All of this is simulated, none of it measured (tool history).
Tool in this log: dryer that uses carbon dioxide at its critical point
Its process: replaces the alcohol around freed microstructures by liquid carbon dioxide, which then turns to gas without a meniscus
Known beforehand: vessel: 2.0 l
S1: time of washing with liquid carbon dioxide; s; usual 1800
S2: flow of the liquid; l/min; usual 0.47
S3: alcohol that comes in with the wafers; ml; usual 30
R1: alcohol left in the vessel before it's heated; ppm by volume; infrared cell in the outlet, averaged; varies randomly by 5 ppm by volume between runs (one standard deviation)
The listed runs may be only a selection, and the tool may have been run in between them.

{"run": 1, "hour": 0.0, "S1": 1800, "S2": 0.47, "S3": 30, "R1": 72}
{"run": 2, "hour": 49.1, "S1": 1800, "S2": 0.47, "S3": 86, "R1": 121}
{"run": 3, "hour": 84.2, "S1": 1800, "S2": 0.47, "S3": 86, "R1": 128}
{"run": 4, "hour": 122.8, "S1": 1800, "S2": 0.47, "S3": 86, "R1": 136}
{"run": 5, "hour": 173.7, "S1": 1800, "S2": 0.442, "S3": 30, "R1": 100}
{"run": 6, "hour": 227.3, "S1": 1800, "S2": 0.47, "S3": 30, "R1": 95}
{"run": 7, "hour": 264.1, "S1": 1800, "S2": 0.47, "S3": 30, "R1": 88}
{"run": 8, "hour": 306.7, "S1": 1800, "S2": 0.47, "S3": 52, "R1": 115}
{"run": 9, "hour": 354.2, "S1": 1800, "S2": 0.47, "S3": 30, "R1": 112}
{"run": 10, "hour": 392.4, "S1": 1800, "S2": 0.47, "S3": 30, "R1": 109}
{"run": 11, "hour": 440.0, "S1": 1800, "S2": 0.47, "S3": 95, "R1": 187}
{"run": 12, "hour": 495.7, "S1": 1800, "S2": 0.47, "S3": 95, "R1": 191}
{"run": 13, "hour": 524.7, "S1": 1800, "S2": 0.47, "S3": 95, "R1": 207}
{"run": 14, "hour": 577.5, "S1": 1800, "S2": 0.47, "S3": 95, "R1": 205}
{"run": 15, "hour": 608.6, "S1": 1800, "S2": 0.47, "S3": 95, "R1": 214}
{"run": 16, "hour": 642.7, "S1": 1800, "S2": 0.47, "S3": 95, "R1": 228}
{"hour": 664.2, "done": "inlet filter changed"}
{"run": 17, "hour": 689.4, "S1": 1800, "S2": 0.47, "S3": 95, "R1": 149}
{"run": 18, "hour": 736.1, "S1": 1500, "S2": 0.397, "S3": 22, "R1": 196}
{"run": 19, "hour": 770.3, "S1": 2700, "S2": 0.287, "S3": 119, "R1": 260}
{"run": 20, "hour": 826.2, "S1": 1140, "S2": 0.676, "S3": 27, "R1": 137}
{"run": 21, "hour": 876.9, "S1": 1140, "S2": 0.676, "S3": 27, "R1": 133}
{"run": 22, "hour": 932.4, "S1": 1140, "S2": 0.676, "S3": 27, "R1": 146}
{"run": 23, "hour": 988.0, "S1": 1860, "S2": 0.423, "S3": 53, "R1": 186}
{"run": 24, "hour": 1041.8, "S1": 1080, "S2": 0.531, "S3": 38, "R1": 343}
{"run": 25, "hour": 1077.7, "S1": 2760, "S2": 0.35, "S3": 106, "R1": 158}
{"run": 26, "hour": 1120.4, "S1": 2760, "S2": 0.35, "S3": 36, "R1": 144}
{"run": 27, "hour": 1158.2, "S1": 1800, "S2": 0.353, "S3": 52, "R1": 346}
{"run": 28, "hour": 1185.1, "S1": 1800, "S2": 0.47, "S3": 119, "R1": 229}
{"run": 29, "hour": 1210.7, "S1": 1800, "S2": 0.47, "S3": 115, "R1": 229}
{"run": 30, "hour": 1238.7, "S1": 1800, "S2": 0.483, "S3": 30, "R1": 160}

Alternative continuations, all from the tool just after run 30; predict every row:
{"run": "A", "hour": 1284.7, "S1": 1800, "S2": 0.483, "S3": 32, "R1": "?"}
{"run": "B", "hour": 1284.7, "S1": 1920, "S2": 0.459, "S3": 30, "R1": "?"}
{"run": "C", "hour": 1284.7, "S1": 1560, "S2": 0.534, "S3": 30, "R1": "?"}
{"run": "D", "hour": 1284.7, "S1": 1800, "S2": 0.376, "S3": 43, "R1": "?"}
{"run": "E", "hour": 1284.7, "S1": 2640, "S2": 0.323, "S3": 96, "R1": "?"}

run=A R1=167
run=B R1=161
run=C R1=167
run=D R1=273
run=E R1=231
Stripped of hidden state, with their random variation kept, the same runs would have yielded:
run=A R1=17
run=B R1=19
run=C R1=19
run=D R1=102
run=E R1=62
